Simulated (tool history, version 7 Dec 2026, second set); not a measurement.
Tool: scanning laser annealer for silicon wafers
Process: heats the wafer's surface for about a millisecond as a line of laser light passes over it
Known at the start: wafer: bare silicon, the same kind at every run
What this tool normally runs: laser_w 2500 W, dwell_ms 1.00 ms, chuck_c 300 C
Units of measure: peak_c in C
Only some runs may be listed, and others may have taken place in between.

run,hour,laser_w,dwell_ms,chuck_c,peak_c
1,0.0,2500,1.00,300,1141
2,7.3,2500,0.85,300,1080
3,12.7,2500,0.85,300,1079
4,22.1,2500,0.85,324,1104
5,34.4,2500,0.85,324,1106
6,42.0,2500,0.85,324,1106
7,49.6,2500,0.85,324,1105
8,58.7,2500,0.85,324,1104
9,68.0,2500,0.85,324,1103
10,78.2,2356,1.00,300,1091
11,85.1,2500,1.00,295,1137
12,93.7,2283,1.00,295,1059
13,102.9,2283,1.00,295,1061
14,113.4,2283,1.00,295,1061
15,119.1,2500,0.90,300,1102
16,126.0,2500,0.90,300,1101
17,136.5,2500,0.90,300,1103
18,146.7,2500,0.90,300,1101
19,158.2,2500,1.00,300,1139
20,170.4,2500,1.00,300,1140
21,179.9,2500,1.00,300,1141
22,189.7,2500,1.00,300,1140
23,198.1,2384,1.03,281,1089
24,211.0,2233,1.00,325,1072
25,217.9,2360,0.80,269,985
26,226.1,2360,0.80,269,990
27,233.1,2360,0.80,269,985

For run 28, what comes out?
28,241.7,2168,1.12,328,?

Run 28 yielded peak_c 1091 C.
If the tool had no hidden condition, the same run with the same run-to-run variation would have returned peak_c 1091 C.
